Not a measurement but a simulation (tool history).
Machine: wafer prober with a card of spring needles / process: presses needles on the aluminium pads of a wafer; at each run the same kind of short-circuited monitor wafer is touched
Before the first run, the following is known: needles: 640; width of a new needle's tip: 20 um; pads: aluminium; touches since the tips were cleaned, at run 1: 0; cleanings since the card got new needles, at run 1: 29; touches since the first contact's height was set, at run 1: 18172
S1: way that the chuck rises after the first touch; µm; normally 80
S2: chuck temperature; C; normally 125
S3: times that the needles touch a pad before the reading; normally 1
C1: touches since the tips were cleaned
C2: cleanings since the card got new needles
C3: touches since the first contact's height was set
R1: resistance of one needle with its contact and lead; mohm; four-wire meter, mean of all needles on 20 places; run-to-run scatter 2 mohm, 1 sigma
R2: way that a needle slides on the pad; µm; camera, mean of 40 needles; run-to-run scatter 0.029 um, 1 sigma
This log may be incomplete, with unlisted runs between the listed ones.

Run 1, hour 0.0: usual settings; C1 0; C2 29; C3 18172. Result: R1 219 mohm, R2 18.47 µm.
At hour 12.7: tips cleaned on abrasive film.
Run 2, hour 13.6: usual settings; C1 308; C2 30; C3 22957. Result: R1 219 mohm, R2 18.41 µm.
At hour 25.7: tips cleaned on abrasive film.
Run 3, hour 29.7: usual settings; C1 1418; C2 31; C3 28627. Result: R1 221 mohm, R2 18.40 µm.
At hour 38.1: tips cleaned on abrasive film.
Run 4, hour 48.7: usual settings; C1 3789; C2 32; C3 35348. Result: R1 218 mohm, R2 18.41 µm.
At hour 50.7: tips cleaned on abrasive film.
At hour 62.9: tips cleaned on abrasive film.
Run 5, hour 67.3: usual settings; C1 1548; C2 34; C3 41846. Result: R1 221 mohm, R2 18.44 µm.
At hour 74.6: tips cleaned on abrasive film.
At hour 86.1: tips cleaned on abrasive film.
Run 6, hour 86.1: usual settings but S2 26 C; C1 0; C2 36; C3 48450. Result: R1 195 mohm, R2 18.43 µm.
Run 7, hour 94.7: usual settings but S2 75 C; C1 3041; C2 36; C3 51491. Result: R1 210 mohm, R2 18.45 µm.
At hour 98.3: tips cleaned on abrasive film.
Run 8, hour 109.2: usual settings but S2 75 C; C1 3864; C2 37; C3 56621. Result: R1 208 mohm, R2 18.42 µm.
At hour 111.2: tips cleaned on abrasive film.
Run 9, hour 118.1: usual settings but S3 2; C1 2433; C2 38; C3 59721. Result: R1 221 mohm, R2 18.47 µm.
At hour 122.9: tips cleaned on abrasive film.
At hour 135.1: tips cleaned on abrasive film.
Run 10, hour 135.6: usual settings; C1 157; C2 40; C3 65851. Result: R1 218 mohm, R2 18.47 µm.
At hour 147.7: tips cleaned on abrasive film.
Run 11, hour 156.3: usual settings but S3 2; C1 3066; C2 41; C3 73167. Result: R1 219 mohm, R2 18.41 µm.
At hour 159.2: tips cleaned on abrasive film.
At hour 171.4: tips cleaned on abrasive film.
Run 12, hour 173.5: usual settings but S3 2; C1 758; C2 43; C3 79188. Result: R1 220 mohm, R2 18.45 µm.
At hour 183.9: tips cleaned on abrasive film.
Run 13, hour 187.1: usual settings but S3 2; C1 1134; C2 44; C3 83984. Result: R1 218 mohm, R2 18.44 µm.
At hour 196.8: tips cleaned on abrasive film.
Run 14, hour 207.5: usual settings but S3 2; C1 3794; C2 45; C3 91180. Result: R1 221 mohm, R2 18.46 µm.
At hour 208.5: tips cleaned on abrasive film.
Run 15, hour 218.2: usual settings; C1 3464; C2 46; C3 94943. Result: R1 217 mohm, R2 18.42 µm.
At hour 221.8: tips cleaned on abrasive film.
At hour 234.1: tips cleaned on abrasive film.
Run 16, hour 236.2: usual settings but S2 26 C; C1 752; C2 48; C3 101239. Result: R1 195 mohm, R2 18.45 µm.
At hour 247.2: tips cleaned on abrasive film.
Run 17, hour 247.7: usual settings but S1 72 µm, S2 26 C; C1 164; C2 49; C3 105275. Result: R1 199 mohm, R2 16.59 µm.
At hour 259.7: tips cleaned on abrasive film.
At hour 260.0: height of the first contact set anew.
Run 18, hour 263.6: usual settings but S1 73 µm, S2 69 C, S3 2; C1 1292; C2 50; C3 1292. Result: R1 211 mohm, R2 16.78 µm.
At hour 271.7: tips cleaned on abrasive film.
Run 19, hour 279.1: usual settings but S1 86 µm, S2 99 C, S3 2; C1 2610; C2 51; C3 6746. Result: R1 208 mohm, R2 19.90 µm.
At hour 284.2: tips cleaned on abrasive film.
Run 20, hour 295.2: usual settings but S1 86 µm, S2 46 C; C1 3896; C2 52; C3 12406. Result: R1 197 mohm, R2 19.82 µm.
At hour 296.6: tips cleaned on abrasive film.
At hour 308.5: tips cleaned on abrasive film.
Run 21, hour 311.3: usual settings but S1 86 µm, S2 27 C, S3 3; C1 989; C2 54; C3 18067. Result: R1 195 mohm, R2 19.80 µm.
At hour 321.3: tips cleaned on abrasive film.
Run 22, hour 328.3: usual settings but S1 65 µm, S2 45 C; C1 2477; C2 55; C3 24038. Result: R1 206 mohm, R2 14.96 µm.
At hour 332.8: tips cleaned on abrasive film.
Run 23, hour 340.9: usual settings but S1 86 µm; C1 2862; C2 56; C3 28486. Result: R1 218 mohm, R2 19.84 µm.
At hour 345.3: tips cleaned on abrasive film.
Run 24, hour 352.7: usual settings but S1 82 µm, S2 59 C; C1 2602; C2 57; C3 32624. Result: R1 206 mohm, R2 18.91 µm.
At hour 357.7: tips cleaned on abrasive film.
Run 25, hour 367.3: usual settings but S1 77 µm, S2 54 C; C1 3425; C2 58; C3 37774. Result: R1 203 mohm, R2 17.75 µm.
At hour 370.2: tips cleaned on abrasive film.
At hour 382.4: tips cleaned on abrasive film.
Run 26, hour 384.4: usual settings but S1 77 µm, S2 54 C, S3 2; C1 711; C2 60; C3 43773. Result: R1 203 mohm, R2 17.74 µm.
At hour 395.0: tips cleaned on abrasive film.
Run 27, hour 396.7: usual settings but S1 77 µm, S2 54 C, S3 2; C1 612; C2 61; C3 48091. Result: R1 203 mohm, R2 17.73 µm.
At hour 407.3: tips cleaned on abrasive film.
Run 28, hour 414.5: usual settings but S1 77 µm, S2 54 C, S3 2; C1 2536; C2 62; C3 54349. Result: R1 207 mohm, R2 17.78 µm.
At hour 419.9: tips cleaned on abrasive film.
At hour 431.5: tips cleaned on abrasive film.
Run 29, hour 431.7: usual settings but S1 88 µm, S2 34 C; C1 65; C2 64; C3 60374. Result: R1 190 mohm, R2 20.31 µm.
At hour 443.0: tips cleaned on abrasive film.
Run 30, hour 446.8: usual settings but S1 64 µm; C1 1325; C2 65; C3 65694. Result: R1 227 mohm, R2 14.76 µm.
At hour 455.1: tips cleaned on abrasive film.
Run 31, hour 462.2: usual settings but S1 64 µm, S2 38 C; C1 2502; C2 66; C3 71127. Result: R1 203 mohm, R2 14.76 µm.
At hour 467.4: tips cleaned on abrasive film.
Run 32, hour 476.9: usual settings but S1 71 µm, S2 28 C; C1 3346; C2 67; C3 76298. Result: R1 201 mohm, R2 16.37 µm.

Each row is a separate what-if for the run after 32, all from the same tool condition, not one after another. Results?
At hour 480.0: tips cleaned on abrasive film.
Run A, hour 491.0: usual settings but S1 74 µm, S2 28 C; C1 3903; C2 68; C3 81280. Result: R1 ?, R2 ?.
At hour 480.0: tips cleaned on abrasive film.
Run B, hour 491.0: usual settings but S1 69 µm, S2 27 C, S3 2; C1 3903; C2 68; C3 81280. Result: R1 ?, R2 ?.
At hour 480.0: tips cleaned on abrasive film.
Run C, hour 491.0: usual settings but S1 85 µm, S2 62 C, S3 2; C1 3903; C2 68; C3 81280. Result: R1 ?, R2 ?.

run   R1     R2
  A  201  17.00
  B  200  15.91
  C  206  19.59
Stripped of hidden state, with their random variation kept, the same runs would have yielded:
run   R1     R2
  A  200  17.00
  B  199  15.91
  C  206  19.59

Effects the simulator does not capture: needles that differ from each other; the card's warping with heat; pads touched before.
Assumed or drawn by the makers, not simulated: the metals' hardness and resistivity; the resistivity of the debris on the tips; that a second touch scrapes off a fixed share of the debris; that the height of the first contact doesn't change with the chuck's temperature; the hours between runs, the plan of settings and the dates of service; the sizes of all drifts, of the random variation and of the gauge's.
